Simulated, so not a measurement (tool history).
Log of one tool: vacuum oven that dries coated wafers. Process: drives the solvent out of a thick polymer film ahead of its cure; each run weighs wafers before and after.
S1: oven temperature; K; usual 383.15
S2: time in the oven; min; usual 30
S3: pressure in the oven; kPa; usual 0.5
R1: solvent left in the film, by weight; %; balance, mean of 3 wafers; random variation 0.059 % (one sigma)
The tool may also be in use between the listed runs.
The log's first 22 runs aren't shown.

{"run": 23, "day": 27.467, "S1": 383.15, "S2": 30, "S3": 0.5, "R1": 3.27}
{"run": 24, "day": 28.408, "S1": 380.15, "S2": 20, "S3": 0.442, "R1": 5.16}
{"run": 25, "day": 30.046, "S1": 383.15, "S2": 38, "S3": 0.983, "R1": 2.47}
{"run": 26, "day": 31.446, "S1": 370.15, "S2": 30, "S3": 0.871, "R1": 5.59}
{"run": 27, "day": 32.283, "S1": 392.15, "S2": 27, "S3": 0.848, "R1": 2.22}
{"run": 28, "day": 33.65, "S1": 390.15, "S2": 27, "S3": 1.278, "R1": 2.76}
{"run": 29, "day": 34.725, "S1": 390.15, "S2": 17, "S3": 0.527, "R1": 4.23}
{"run": 30, "day": 35.708, "S1": 382.15, "S2": 17, "S3": 0.527, "R1": 5.69}
{"run": 31, "day": 36.804, "S1": 387.15, "S2": 27, "S3": 0.258, "R1": 2.89}
{"run": 32, "day": 37.967, "S1": 387.15, "S2": 27, "S3": 0.258, "R1": 3.01}
{"run": 33, "day": 39.008, "S1": 389.15, "S2": 49, "S3": 0.57, "R1": 0.96}
{"run": 34, "day": 40.379, "S1": 383.15, "S2": 23, "S3": 1.81, "R1": 4.69}
{"run": 35, "day": 41.708, "S1": 377.15, "S2": 23, "S3": 1.041, "R1": 5.39}
{"run": 36, "day": 42.742, "S1": 377.15, "S2": 23, "S3": 1.041, "R1": 5.31}
{"run": 37, "day": 44.012, "S1": 384.15, "S2": 54, "S3": 0.842, "R1": 1.27}
{"run": 38, "day": 44.8, "S1": 383.15, "S2": 30, "S3": 0.655, "R1": 3.17}
{"run": 39, "day": 46.242, "S1": 391.15, "S2": 21, "S3": 0.478, "R1": 3.27}
{"run": 40, "day": 47.771, "S1": 389.15, "S2": 30, "S3": 1.589, "R1": 2.57}
{"run": 41, "day": 49.208, "S1": 383.15, "S2": 20, "S3": 0.527, "R1": 4.7}
{"run": 42, "day": 50.833, "S1": 378.15, "S2": 20, "S3": 0.761, "R1": 5.65}
{"run": 43, "day": 52.225, "S1": 392.15, "S2": 20, "S3": 1.49, "R1": 3.47}
{"run": 44, "day": 53.429, "S1": 395.15, "S2": 32, "S3": 0.568, "R1": 1.33}
{"run": 45, "day": 54.621, "S1": 378.15, "S2": 21, "S3": 1.025, "R1": 5.58}
{"run": 46, "day": 55.429, "S1": 378.15, "S2": 21, "S3": 1.025, "R1": 5.53}

Forecast each of these 5 alternatives for the next run:
{"run": "A", "day": 56.862, "S1": 390.15, "S2": 34, "S3": 0.9, "R1": "?"}
{"run": "B", "day": 56.862, "S1": 378.15, "S2": 21, "S3": 0.587, "R1": "?"}
{"run": "C", "day": 56.862, "S1": 378.15, "S2": 37, "S3": 0.365, "R1": "?"}
{"run": "D", "day": 56.862, "S1": 397.15, "S2": 21, "S3": 1.044, "R1": "?"}
{"run": "E", "day": 56.862, "S1": 380.15, "S2": 32, "S3": 0.67, "R1": "?"}

run=A R1=1.8
run=B R1=5.48
run=C R1=3.11
run=D R1=2.5
run=E R1=3.51
Without the tool's hidden state the same runs would have given:
run=A R1=1.78
run=B R1=5.46
run=C R1=3.09
run=D R1=2.48
run=E R1=3.49
